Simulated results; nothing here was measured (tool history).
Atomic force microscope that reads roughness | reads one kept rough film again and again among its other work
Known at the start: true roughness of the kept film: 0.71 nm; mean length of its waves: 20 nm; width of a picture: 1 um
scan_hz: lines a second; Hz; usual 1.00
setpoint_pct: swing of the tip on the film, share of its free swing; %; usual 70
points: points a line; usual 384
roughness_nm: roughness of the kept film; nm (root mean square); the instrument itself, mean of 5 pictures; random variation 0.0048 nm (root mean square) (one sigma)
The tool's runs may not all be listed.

run  hour  scan_hz  setpoint_pct  points  roughness_nm
  1   0.0     1.00            70     384         0.623
  2   5.4     1.00            70     384         0.633
  3  16.3     1.00            70     384         0.618
  4  22.9     1.00            70     328         0.617
  5  30.2     1.00            70     328         0.612
  6  36.9     1.00            70     328         0.608
  7  48.7     0.56            70     295         0.595
  8  57.5     0.56            87     458         0.608
  9  68.1     0.56            87     458         0.593
 10  73.6     0.56            87     458         0.596
 11  80.5     1.07            89     877         0.591
 12  86.8     1.07            89     877         0.576

Forecast each of these 4 alternatives for the next run:
  A  93.3     1.12            70     558             ?
  B  93.3     1.00            70     436             ?
  C  93.3     0.98            68     754             ?
  D  93.3     2.97            70     382             ?

run  roughness_nm
  A         0.594
  B         0.599
  C         0.598
  D         0.568
Without the tool's hidden state the same runs would have given:
run  roughness_nm
  A         0.650
  B         0.655
  C         0.655
  D         0.621

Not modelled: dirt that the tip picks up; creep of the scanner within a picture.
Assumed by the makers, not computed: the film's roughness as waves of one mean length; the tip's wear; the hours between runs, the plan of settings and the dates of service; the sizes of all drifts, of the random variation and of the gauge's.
